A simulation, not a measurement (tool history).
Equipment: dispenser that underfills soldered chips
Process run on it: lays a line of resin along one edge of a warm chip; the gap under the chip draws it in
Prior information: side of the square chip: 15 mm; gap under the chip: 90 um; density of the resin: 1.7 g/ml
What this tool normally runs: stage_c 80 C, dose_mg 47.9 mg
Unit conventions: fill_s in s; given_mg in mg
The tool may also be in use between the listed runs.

| run | day | stage_c | dose_mg | fill_s | given_mg |
|---|---|---|---|---|---|
| 1 | 0.000 | 80 | 47.9 | 240.7 | 47.42 |
|  | 0.092 | new syringe of resin |
| 2 | 0.304 | 80 | 47.9 | 202.5 | 47.17 |
|  | 0.562 | new syringe of resin |
| 3 | 0.646 | 80 | 47.9 | 180.7 | 46.75 |
| 4 | 0.921 | 69 | 47.9 | 365.2 | 46.96 |
|  | 1.029 | new syringe of resin |
| 5 | 1.208 | 69 | 47.9 | 295.6 | 47.10 |
|  | 1.496 | new syringe of resin |
| 6 | 1.558 | 87 | 47.9 | 134.1 | 46.78 |
| 7 | 1.825 | 87 | 47.9 | 177.8 | 46.69 |
|  | 1.975 | new syringe of resin |
| 8 | 2.083 | 87 | 47.9 | 145.1 | 46.24 |
| 9 | 2.321 | 87 | 47.9 | 179.7 | 46.47 |
|  | 2.458 | new syringe of resin |
| 10 | 2.617 | 87 | 47.9 | 150.4 | 46.45 |
|  | 2.925 | new syringe of resin |
| 11 | 2.979 | 87 | 47.9 | 136.2 | 46.55 |
| 12 | 3.233 | 69 | 48.1 | 345.3 | 46.11 |
|  | 3.396 | new syringe of resin |
| 13 | 3.617 | 82 | 49.6 | 188.3 | 47.98 |
|  | 3.800 | dispensing valve cleaned and set on the balance |
| 14 | 3.812 | 82 | 49.6 | 218.3 | 49.59 |
|  | 3.904 | new syringe of resin |
| 15 | 4.025 | 82 | 49.6 | 171.5 | 49.15 |
|  | 4.371 | new syringe of resin |
| 16 | 4.400 | 72 | 43.8 | 233.8 | 43.85 |
| 17 | 4.750 | 71 | 44.3 | 345.6 | 43.78 |
|  | 4.838 | new syringe of resin |
| 18 | 5.025 | 71 | 44.3 | 283.1 | 43.71 |
|  | 5.296 | new syringe of resin |
| 19 | 5.300 | 79 | 42.0 | 176.6 | 41.59 |
| 20 | 5.604 | 73 | 56.6 | 273.1 | 56.04 |
|  | 5.762 | new syringe of resin |
| 21 | 5.871 | 85 | 52.7 | 152.7 | 52.07 |
|  | 6.246 | new syringe of resin |
| 22 | 6.246 | 80 | 48.0 | 169.6 | 47.17 |

Consider 4 possible next runs. They are alternatives, not a sequence: every one starts from the tool as it was left by run 22. What does each give?
| A | 6.479 | 80 | 46.1 | ? | ? |
| B | 6.479 | 93 | 46.6 | ? | ? |
| C | 6.479 | 67 | 48.3 | ? | ? |
| D | 6.479 | 69 | 48.0 | ? | ? |

| run | fill_s | given_mg |
|---|---|---|
| A | 213.7 | 45.04 |
| B | 132.2 | 45.49 |
| C | 348.0 | 47.22 |
| D | 323.2 | 47.07 |
Take away the tool's hidden state, keep each run's random variation, and the runs would have read:
| run | fill_s | given_mg |
|---|---|---|
| A | 169.3 | 46.04 |
| B | 104.6 | 46.50 |
| C | 276.4 | 48.27 |
| D | 256.6 | 48.12 |
